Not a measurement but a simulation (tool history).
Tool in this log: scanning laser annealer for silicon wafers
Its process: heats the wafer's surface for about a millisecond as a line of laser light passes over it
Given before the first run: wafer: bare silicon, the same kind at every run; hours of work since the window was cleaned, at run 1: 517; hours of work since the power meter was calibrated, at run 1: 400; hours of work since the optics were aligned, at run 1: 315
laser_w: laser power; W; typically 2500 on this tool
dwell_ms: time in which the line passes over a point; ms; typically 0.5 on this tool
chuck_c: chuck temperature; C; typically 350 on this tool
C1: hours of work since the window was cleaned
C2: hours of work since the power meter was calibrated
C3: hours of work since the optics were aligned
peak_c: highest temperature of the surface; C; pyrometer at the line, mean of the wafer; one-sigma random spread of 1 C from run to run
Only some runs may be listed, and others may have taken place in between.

{"run": 1, "hour": 0.0, "laser_w": 2500, "dwell_ms": 0.5, "chuck_c": 350, "C1": 517, "C2": 400, "C3": 315, "peak_c": 1095}
{"run": 2, "hour": 21.2, "laser_w": 2730, "dwell_ms": 0.5, "chuck_c": 350, "C1": 533, "C2": 416, "C3": 331, "peak_c": 1161}
{"run": 3, "hour": 41.6, "laser_w": 2500, "dwell_ms": 0.353, "chuck_c": 350, "C1": 548, "C2": 431, "C3": 346, "peak_c": 957}
{"run": 4, "hour": 64.5, "laser_w": 2500, "dwell_ms": 0.5, "chuck_c": 365, "C1": 565, "C2": 449, "C3": 363, "peak_c": 1109}
{"run": 5, "hour": 87.7, "laser_w": 2500, "dwell_ms": 0.5, "chuck_c": 365, "C1": 583, "C2": 466, "C3": 381, "peak_c": 1110}
{"run": 6, "hour": 108.1, "laser_w": 2500, "dwell_ms": 0.5, "chuck_c": 365, "C1": 598, "C2": 481, "C3": 396, "peak_c": 1109}
{"run": 7, "hour": 120.7, "laser_w": 2500, "dwell_ms": 0.5, "chuck_c": 365, "C1": 607, "C2": 491, "C3": 405, "peak_c": 1108}
{"run": 8, "hour": 138.0, "laser_w": 2500, "dwell_ms": 0.5, "chuck_c": 365, "C1": 620, "C2": 504, "C3": 418, "peak_c": 1106}
{"run": 9, "hour": 155.7, "laser_w": 2500, "dwell_ms": 0.5, "chuck_c": 365, "C1": 634, "C2": 517, "C3": 432, "peak_c": 1107}
{"run": 10, "hour": 170.8, "laser_w": 2500, "dwell_ms": 0.5, "chuck_c": 365, "C1": 645, "C2": 528, "C3": 443, "peak_c": 1106}
{"run": 11, "hour": 188.1, "laser_w": 2500, "dwell_ms": 0.5, "chuck_c": 360, "C1": 658, "C2": 541, "C3": 456, "peak_c": 1100}
{"run": 12, "hour": 210.7, "laser_w": 2500, "dwell_ms": 0.378, "chuck_c": 350, "C1": 675, "C2": 558, "C3": 473, "peak_c": 977}
{"run": 13, "hour": 223.6, "laser_w": 2500, "dwell_ms": 0.5, "chuck_c": 350, "C1": 685, "C2": 568, "C3": 483, "peak_c": 1090}
{"run": 14, "hour": 235.2, "laser_w": 2500, "dwell_ms": 0.5, "chuck_c": 350, "C1": 693, "C2": 577, "C3": 491, "peak_c": 1090}
{"run": 15, "hour": 251.6, "laser_w": 2500, "dwell_ms": 0.5, "chuck_c": 350, "C1": 706, "C2": 589, "C3": 504, "peak_c": 1089}
{"run": 16, "hour": 266.3, "laser_w": 2500, "dwell_ms": 0.5, "chuck_c": 347, "C1": 717, "C2": 600, "C3": 515, "peak_c": 1087}
{"hour": 278.9, "done": "window over the wafer cleaned"}
{"run": 17, "hour": 290.0, "laser_w": 2500, "dwell_ms": 0.5, "chuck_c": 347, "C1": 8, "C2": 616, "C3": 531, "peak_c": 1110}
{"run": 18, "hour": 311.9, "laser_w": 2500, "dwell_ms": 0.5, "chuck_c": 350, "C1": 25, "C2": 633, "C3": 547, "peak_c": 1111}
{"run": 19, "hour": 325.8, "laser_w": 2500, "dwell_ms": 0.38, "chuck_c": 350, "C1": 35, "C2": 643, "C3": 558, "peak_c": 997}
{"run": 20, "hour": 337.6, "laser_w": 2500, "dwell_ms": 0.5, "chuck_c": 350, "C1": 44, "C2": 652, "C3": 567, "peak_c": 1111}
{"run": 21, "hour": 359.7, "laser_w": 2500, "dwell_ms": 0.5, "chuck_c": 350, "C1": 61, "C2": 669, "C3": 583, "peak_c": 1111}
{"run": 22, "hour": 369.1, "laser_w": 2125, "dwell_ms": 0.531, "chuck_c": 333, "C1": 68, "C2": 676, "C3": 590, "peak_c": 1011}
{"run": 23, "hour": 387.6, "laser_w": 2125, "dwell_ms": 0.531, "chuck_c": 333, "C1": 82, "C2": 690, "C3": 604, "peak_c": 1008}
{"run": 24, "hour": 398.7, "laser_w": 2125, "dwell_ms": 0.531, "chuck_c": 333, "C1": 90, "C2": 698, "C3": 613, "peak_c": 1009}
{"run": 25, "hour": 417.8, "laser_w": 2125, "dwell_ms": 0.531, "chuck_c": 333, "C1": 104, "C2": 712, "C3": 627, "peak_c": 1008}
{"run": 26, "hour": 437.9, "laser_w": 2414, "dwell_ms": 0.435, "chuck_c": 335, "C1": 119, "C2": 727, "C3": 642, "peak_c": 1012}
{"run": 27, "hour": 458.8, "laser_w": 2244, "dwell_ms": 0.435, "chuck_c": 359, "C1": 135, "C2": 743, "C3": 658, "peak_c": 991}
{"run": 28, "hour": 469.1, "laser_w": 2518, "dwell_ms": 0.435, "chuck_c": 359, "C1": 143, "C2": 751, "C3": 665, "peak_c": 1061}
{"run": 29, "hour": 482.4, "laser_w": 2178, "dwell_ms": 0.381, "chuck_c": 350, "C1": 153, "C2": 761, "C3": 675, "peak_c": 916}
{"run": 30, "hour": 501.9, "laser_w": 2178, "dwell_ms": 0.381, "chuck_c": 350, "C1": 167, "C2": 776, "C3": 690, "peak_c": 917}
{"run": 31, "hour": 524.0, "laser_w": 2212, "dwell_ms": 0.381, "chuck_c": 311, "C1": 184, "C2": 792, "C3": 707, "peak_c": 885}
{"run": 32, "hour": 537.3, "laser_w": 2212, "dwell_ms": 0.381, "chuck_c": 311, "C1": 194, "C2": 802, "C3": 717, "peak_c": 885}
{"run": 33, "hour": 555.5, "laser_w": 2227, "dwell_ms": 0.529, "chuck_c": 350, "C1": 208, "C2": 816, "C3": 730, "peak_c": 1050}
{"run": 34, "hour": 568.9, "laser_w": 2227, "dwell_ms": 0.529, "chuck_c": 350, "C1": 218, "C2": 826, "C3": 740, "peak_c": 1049}
{"run": 35, "hour": 582.7, "laser_w": 2436, "dwell_ms": 0.5, "chuck_c": 350, "C1": 228, "C2": 836, "C3": 751, "peak_c": 1087}
{"run": 36, "hour": 596.1, "laser_w": 2378, "dwell_ms": 0.473, "chuck_c": 352, "C1": 238, "C2": 846, "C3": 761, "peak_c": 1051}
{"run": 37, "hour": 612.1, "laser_w": 2464, "dwell_ms": 0.428, "chuck_c": 350, "C1": 250, "C2": 858, "C3": 773, "peak_c": 1031}
{"run": 38, "hour": 621.9, "laser_w": 2464, "dwell_ms": 0.424, "chuck_c": 350, "C1": 258, "C2": 866, "C3": 780, "peak_c": 1024}
{"run": 39, "hour": 635.8, "laser_w": 2270, "dwell_ms": 0.5, "chuck_c": 350, "C1": 268, "C2": 876, "C3": 791, "peak_c": 1038}
{"run": 40, "hour": 656.7, "laser_w": 2500, "dwell_ms": 0.509, "chuck_c": 344, "C1": 284, "C2": 892, "C3": 806, "peak_c": 1105}
{"run": 41, "hour": 668.5, "laser_w": 2166, "dwell_ms": 0.569, "chuck_c": 350, "C1": 292, "C2": 901, "C3": 815, "peak_c": 1062}
{"run": 42, "hour": 679.5, "laser_w": 2707, "dwell_ms": 0.594, "chuck_c": 382, "C1": 301, "C2": 909, "C3": 823, "peak_c": 1282}

Below, some changes in peak_c between adjacent runs. For each, the amount present without the hidden state too (settings, incoming material, random variation) and the amount remaining for the hidden state with gauge scatter not shared by both compared results:
What the log doesn't record here: light that passes the window, % of a clean one's; laser's true power over the reading, %; width of the line over the set one, %; drift of the gauge itself on peak_c, C.
Run 2 -> 3: laser_w 2730 -> 2500, dwell_ms 0.5 -> 0.353. peak_c -204 C: hidden state +5, all else -209.
Run 12 -> 13: dwell_ms 0.378 -> 0.5. peak_c +113 C: hidden state -5, all else +118.
Run 16 -> 17: window over the wafer cleaned. peak_c +23 C: hidden state +23, all else +0.
Run 32 -> 33: laser_w 2212 -> 2227, dwell_ms 0.381 -> 0.529, chuck_c 311 -> 350. peak_c +165 C: hidden state -2, all else +167.
Run 41 -> 42: laser_w 2166 -> 2707, dwell_ms 0.569 -> 0.594, chuck_c 350 -> 382. peak_c +220 C: hidden state -3, all else +223.

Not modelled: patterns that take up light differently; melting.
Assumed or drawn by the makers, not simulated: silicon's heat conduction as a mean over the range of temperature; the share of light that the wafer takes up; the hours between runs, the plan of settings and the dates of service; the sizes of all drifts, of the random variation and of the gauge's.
